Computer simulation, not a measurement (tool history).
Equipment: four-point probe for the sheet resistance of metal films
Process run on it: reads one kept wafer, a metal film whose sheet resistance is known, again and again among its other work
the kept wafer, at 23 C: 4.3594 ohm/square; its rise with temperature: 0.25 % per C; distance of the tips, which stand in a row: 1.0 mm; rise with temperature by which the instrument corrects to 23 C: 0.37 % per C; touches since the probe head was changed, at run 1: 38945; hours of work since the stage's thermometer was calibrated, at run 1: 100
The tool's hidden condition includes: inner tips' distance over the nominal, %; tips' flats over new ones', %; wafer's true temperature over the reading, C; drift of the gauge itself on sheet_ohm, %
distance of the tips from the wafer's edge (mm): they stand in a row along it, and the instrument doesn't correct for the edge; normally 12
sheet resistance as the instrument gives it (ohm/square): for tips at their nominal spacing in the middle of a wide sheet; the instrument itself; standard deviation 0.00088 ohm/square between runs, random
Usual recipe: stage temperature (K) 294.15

run	hour	stage temperature (K)	distance of the tips from the wafer's edge (mm)	touches since the probe head was changed	hours of work since the stage's thermometer was calibrated	sheet resistance as the instrument gives it (ohm/square)
1	0	294.15	12	38945	100	4.365326
2	36.9	294.15	12	39975	118	4.36628
3	83.1	298.15	12	41262	140	4.346613
4	123.3	298.15	12	42381	159	4.346573
5	147.4	298.15	12	43055	171	4.344981
6	171.7	298.15	12	43730	182	4.345108
7	201.7	298.15	12	44568	197	4.344722
8	228.2	298.15	12	45305	209	4.3426
9	251.4	294.15	3	45952	221	4.590598
10	297.7	294.15	3	47242	243	4.59257
11	324.7	294.15	3	47997	256	4.589785
12	351.4	294.15	12	48741	269	4.362029
13	390.9	294.15	12	49840	287	4.362025
14	413.8	294.15	6	50478	298	4.410796
15	436.9	294.15	12	51124	310	4.360407
16	457.2	304.15	12	51688	319	4.3132
17	482.8	304.15	12	52402	332	4.313458
18	528.2	294.15	12	53668	353	4.359842
19	561.2	294.15	12	54588	369	4.359971
20	580.8	304.15	19	55135	379	4.301783
21	609.4	304.15	19	55930	392	4.300527
22	653.1	301.15	21	57148	413	4.313349
23	673.2	301.15	21	57709	423	4.312972
24	716.3	301.15	21	58911	443	4.313102
25	738.8	307.15	29	59539	454	4.281905
26	763	307.15	29	60213	466	4.283536
27	808.2	307.15	29	61471	487	4.281066
28	839.9	292.15	8	62356	503	4.387075
# hour 870: new probe head fitted
29	870.3	305.15	26	7	517	4.308834
30	892.6	305.15	26	629	527	4.308289
31	917.8	294.15	9	1331	540	4.387711
32	953.4	297.15	12	2322	557	4.358278
33	983.7	294.15	8	3167	571	4.393983
34	1007.7	294.15	21	3836	583	4.361941
35	1042.4	293.15	32	4804	599	4.364344

Alternative continuations, all from the tool just after run 35; predict every row:
A	1074	299.15	8	5685	614	?
B	1074	295.15	58	5685	614	?
C	1074	298.15	43	5685	614	?

run	sheet resistance as the instrument gives it (ohm/square)
A	4.368192
B	4.353192
C	4.338875
The same runs, with their run-to-run variation unchanged, on a tool lacking any hidden condition would have given:
run	sheet resistance as the instrument gives it (ohm/square)
A	4.380517
B	4.365496
C	4.351128

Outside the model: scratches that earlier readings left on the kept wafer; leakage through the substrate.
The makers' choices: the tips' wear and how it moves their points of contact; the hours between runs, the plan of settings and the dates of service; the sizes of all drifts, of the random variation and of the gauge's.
